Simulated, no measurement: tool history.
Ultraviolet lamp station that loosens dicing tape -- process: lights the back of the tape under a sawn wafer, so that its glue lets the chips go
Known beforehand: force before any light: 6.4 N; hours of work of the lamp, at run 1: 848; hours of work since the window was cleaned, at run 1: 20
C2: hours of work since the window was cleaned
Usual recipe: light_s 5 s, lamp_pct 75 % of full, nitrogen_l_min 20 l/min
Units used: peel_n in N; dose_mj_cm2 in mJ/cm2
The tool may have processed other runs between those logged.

run 1 hour=0 | light_s=5 lamp_pct=75 nitrogen_l_min=20 | hours_of_work_of_the_lamp=848 C2=20 | peel_n=0.858 dose_mj_cm2=147
run 2 hour=65.1 | light_s=5 lamp_pct=75 nitrogen_l_min=20 | hours_of_work_of_the_lamp=896 C2=68 | peel_n=0.919 dose_mj_cm2=137
run 3 hour=128.4 | light_s=5 lamp_pct=75 nitrogen_l_min=20 | hours_of_work_of_the_lamp=943 C2=115 | peel_n=1.026 dose_mj_cm2=135
run 4 hour=162.6 | light_s=5 lamp_pct=75 nitrogen_l_min=20 | hours_of_work_of_the_lamp=968 C2=140 | peel_n=1.04 dose_mj_cm2=132
run 5 hour=195.5 | light_s=5 lamp_pct=75 nitrogen_l_min=20 | hours_of_work_of_the_lamp=992 C2=164 | peel_n=1.068 dose_mj_cm2=129
run 6 hour=238.3 | light_s=5 lamp_pct=75 nitrogen_l_min=20 | hours_of_work_of_the_lamp=1024 C2=196 | peel_n=1.119 dose_mj_cm2=126
run 7 hour=278 | light_s=5 lamp_pct=75 nitrogen_l_min=20 | hours_of_work_of_the_lamp=1053 C2=225 | peel_n=1.143 dose_mj_cm2=125
-- hour=299.6 window cleaned of glue's vapour
run 8 hour=312.2 | light_s=5 lamp_pct=75 nitrogen_l_min=20 | hours_of_work_of_the_lamp=1078 C2=9 | peel_n=0.97 dose_mj_cm2=136
run 9 hour=341.9 | light_s=3 lamp_pct=75 nitrogen_l_min=20 | hours_of_work_of_the_lamp=1100 C2=31 | peel_n=2.158 dose_mj_cm2=80
run 10 hour=378.1 | light_s=3 lamp_pct=75 nitrogen_l_min=20 | hours_of_work_of_the_lamp=1127 C2=58 | peel_n=2.057 dose_mj_cm2=79
run 11 hour=416.2 | light_s=3 lamp_pct=76 nitrogen_l_min=20 | hours_of_work_of_the_lamp=1155 C2=86 | peel_n=2.115 dose_mj_cm2=76
run 12 hour=444.2 | light_s=3 lamp_pct=76 nitrogen_l_min=20 | hours_of_work_of_the_lamp=1176 C2=107 | peel_n=2.16 dose_mj_cm2=76
run 13 hour=498.8 | light_s=6 lamp_pct=75 nitrogen_l_min=20 | hours_of_work_of_the_lamp=1216 C2=147 | peel_n=0.887 dose_mj_cm2=147
run 14 hour=549 | light_s=7 lamp_pct=75 nitrogen_l_min=20 | hours_of_work_of_the_lamp=1253 C2=184 | peel_n=0.7 dose_mj_cm2=164
run 15 hour=612.1 | light_s=7 lamp_pct=75 nitrogen_l_min=20 | hours_of_work_of_the_lamp=1299 C2=231 | peel_n=0.744 dose_mj_cm2=158
-- hour=623.5 window cleaned of glue's vapour
run 16 hour=649.9 | light_s=5 lamp_pct=75 nitrogen_l_min=20 | hours_of_work_of_the_lamp=1327 C2=19 | peel_n=1.159 dose_mj_cm2=126
run 17 hour=677.6 | light_s=3 lamp_pct=75 nitrogen_l_min=12 | hours_of_work_of_the_lamp=1347 C2=40 | peel_n=2.76 dose_mj_cm2=71
run 18 hour=726.9 | light_s=2 lamp_pct=89 nitrogen_l_min=8 | hours_of_work_of_the_lamp=1384 C2=76 | peel_n=3.439 dose_mj_cm2=56
run 19 hour=765.4 | light_s=2 lamp_pct=89 nitrogen_l_min=8 | hours_of_work_of_the_lamp=1412 C2=105 | peel_n=3.696 dose_mj_cm2=53
run 20 hour=792.2 | light_s=6 lamp_pct=89 nitrogen_l_min=26 | hours_of_work_of_the_lamp=1432 C2=124 | peel_n=0.595 dose_mj_cm2=160
run 21 hour=854.7 | light_s=6 lamp_pct=89 nitrogen_l_min=7 | hours_of_work_of_the_lamp=1478 C2=171 | peel_n=1.4 dose_mj_cm2=155
run 22 hour=920 | light_s=8 lamp_pct=75 nitrogen_l_min=20 | hours_of_work_of_the_lamp=1526 C2=219 | peel_n=0.662 dose_mj_cm2=166
-- hour=950 window cleaned of glue's vapour
run 23 hour=952.5 | light_s=4 lamp_pct=75 nitrogen_l_min=20 | hours_of_work_of_the_lamp=1550 C2=2 | peel_n=1.732 dose_mj_cm2=92
run 24 hour=1003.7 | light_s=10 lamp_pct=64 nitrogen_l_min=28 | hours_of_work_of_the_lamp=1588 C2=40 | peel_n=0.423 dose_mj_cm2=187
run 25 hour=1044.3 | light_s=4 lamp_pct=75 nitrogen_l_min=20 | hours_of_work_of_the_lamp=1618 C2=70 | peel_n=1.953 dose_mj_cm2=89
run 26 hour=1076.7 | light_s=4 lamp_pct=75 nitrogen_l_min=15 | hours_of_work_of_the_lamp=1642 C2=94 | peel_n=2.189 dose_mj_cm2=81
run 27 hour=1107.8 | light_s=2 lamp_pct=75 nitrogen_l_min=15 | hours_of_work_of_the_lamp=1664 C2=116 | peel_n=3.587 dose_mj_cm2=38
run 28 hour=1162.2 | light_s=9 lamp_pct=94 nitrogen_l_min=15 | hours_of_work_of_the_lamp=1705 C2=157 | peel_n=0.441 dose_mj_cm2=221
run 29 hour=1190.8 | light_s=3 lamp_pct=94 nitrogen_l_min=38 | hours_of_work_of_the_lamp=1726 C2=178 | peel_n=1.889 dose_mj_cm2=74

Branching from run 29: 5 alternative next runs. What would each branch give?
run A hour=1229.6 | light_s=7 lamp_pct=89 nitrogen_l_min=9 | hours_of_work_of_the_lamp=1754 C2=206 | peel_n=? dose_mj_cm2=?
run B hour=1229.6 | light_s=5 lamp_pct=77 nitrogen_l_min=24 | hours_of_work_of_the_lamp=1754 C2=206 | peel_n=? dose_mj_cm2=?
run C hour=1229.6 | light_s=3 lamp_pct=94 nitrogen_l_min=13 | hours_of_work_of_the_lamp=1754 C2=206 | peel_n=? dose_mj_cm2=?
run D hour=1229.6 | light_s=10 lamp_pct=94 nitrogen_l_min=11 | hours_of_work_of_the_lamp=1754 C2=206 | peel_n=? dose_mj_cm2=?
run E hour=1229.6 | light_s=3 lamp_pct=77 nitrogen_l_min=38 | hours_of_work_of_the_lamp=1754 C2=206 | peel_n=? dose_mj_cm2=?

run=A peel_n=1.243 dose_mj_cm2=155
run=B peel_n=1.588 dose_mj_cm2=93
run=C peel_n=2.734 dose_mj_cm2=66
run=D peel_n=0.5 dose_mj_cm2=235
run=E peel_n=2.42 dose_mj_cm2=56
What these runs would have given with no unlogged condition in the tool:
run=A peel_n=0.322 dose_mj_cm2=313
run=B peel_n=0.453 dose_mj_cm2=191
run=C peel_n=1.18 dose_mj_cm2=137
run=D peel_n=0.153 dose_mj_cm2=476
run=E peel_n=0.944 dose_mj_cm2=115
